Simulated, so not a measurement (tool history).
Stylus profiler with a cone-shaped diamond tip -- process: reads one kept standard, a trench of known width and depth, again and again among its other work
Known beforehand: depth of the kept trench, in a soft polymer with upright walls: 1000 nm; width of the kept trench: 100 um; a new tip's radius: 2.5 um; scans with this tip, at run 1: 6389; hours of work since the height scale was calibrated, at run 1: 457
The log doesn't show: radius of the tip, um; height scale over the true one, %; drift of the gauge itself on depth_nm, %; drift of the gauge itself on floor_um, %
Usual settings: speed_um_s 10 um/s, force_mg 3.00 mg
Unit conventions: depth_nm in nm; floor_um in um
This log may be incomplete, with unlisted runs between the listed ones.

run	hour	speed_um_s	force_mg	scans with this tip	hours of work since the height scale was calibrated	depth_nm	floor_um
1	0.0	10	3.00	6389	457	1018.07	96.01
2	83.1	10	3.00	7086	507	1018.51	96.00
3	160.4	10	1.62	7734	554	1012.25	95.98
4	211.4	10	1.62	8161	584	1012.36	95.97
5	323.9	10	1.62	9104	652	1012.03	95.95
6	415.8	10	1.62	9875	707	1012.03	95.99
7	490.2	10	1.62	10498	752	1012.21	95.94
8	574.1	10	3.00	11201	802	1018.28	95.94
9	623.8	10	3.00	11617	832	1018.78	95.96
10	708.0	10	3.00	12324	882	1017.88	95.97
11	772.9	3	3.00	12867	921	1018.66	95.98
12	858.5	3	3.00	13585	973	1018.34	96.00
13	959.1	3	3.00	14428	1033	1018.56	95.99
14	1059.7	3	3.00	15271	1093	1018.37	95.92
15	1169.5	3	1.65	16191	1159	1012.10	96.05
16	1225.3	3	8.85	16660	1193	1037.81	95.91
17	1298.0	25	3.00	17268	1236	1018.33	95.92
18	1391.0	25	3.00	18048	1292	1018.16	95.90
19	1493.6	25	3.00	18908	1354	1018.43	95.89
20	1567.9	10	3.00	19531	1398	1018.03	95.95
21	1631.2	10	3.00	20061	1436	1018.09	95.96
22	1692.3	10	3.00	20573	1473	1018.23	95.97
23	1751.0	8	3.00	21065	1508	1017.86	95.98
24	1852.0	11	8.92	21912	1569	1037.54	95.96
25	1963.5	29	7.41	22846	1635	1033.60	95.95
26	2074.8	9	8.15	23779	1702	1035.86	95.93
27	2185.9	3	2.63	24710	1769	1016.65	95.97
28	2238.2	2	8.12	25148	1800	1035.79	95.96
# hour 2260.9: new tip fitted, height scale calibrated
29	2335.6	30	1.72	626	45	1012.50	95.90
30	2407.2	30	1.10	1226	88	1009.28	95.85
31	2521.5	30	1.10	2185	156	1009.20	95.86
32	2627.8	3	6.38	3076	220	1029.95	95.94
33	2683.4	11	1.11	3541	254	1009.66	95.97
34	2793.7	3	7.61	4465	320	1033.91	96.00
35	2840.2	3	7.61	4856	348	1033.46	96.00
36	2931.1	3	7.61	5617	402	1034.22	95.98
37	2983.6	15	8.21	6058	434	1035.53	95.98
38	3064.4	16	3.61	6735	482	1020.80	95.93
39	3111.9	24	4.13	7133	511	1022.59	95.93
40	3172.7	37	1.72	7643	547	1012.77	95.87
41	3222.6	3	3.69	8061	577	1021.19	96.06
42	3287.5	21	2.48	8604	616	1016.23	95.95
43	3381.4	3	1.92	9391	672	1013.65	95.92
44	3482.8	4	3.72	10242	733	1020.91	95.98
45	3555.2	4	3.72	10848	777	1021.26	95.96
46	3661.2	16	2.91	11737	840	1017.92	95.90

Consider 4 possible next runs. They are alternatives, not a sequence: every one starts from the tool as it was left by run 46. What does each give?
A	3760.0	6	4.71	12565	899	?	?
B	3760.0	16	1.50	12565	899	?	?
C	3760.0	3	2.91	12565	899	?	?
D	3760.0	12	1.20	12565	899	?	?

run	depth_nm	floor_um
A	1024.51	96.00
B	1011.61	95.89
C	1018.01	95.99
D	1010.02	95.93
Had the tool no hidden state, the same runs would have come out as:
run	depth_nm	floor_um
A	1024.49	96.01
B	1011.59	95.90
C	1017.99	96.00
D	1010.00	95.94
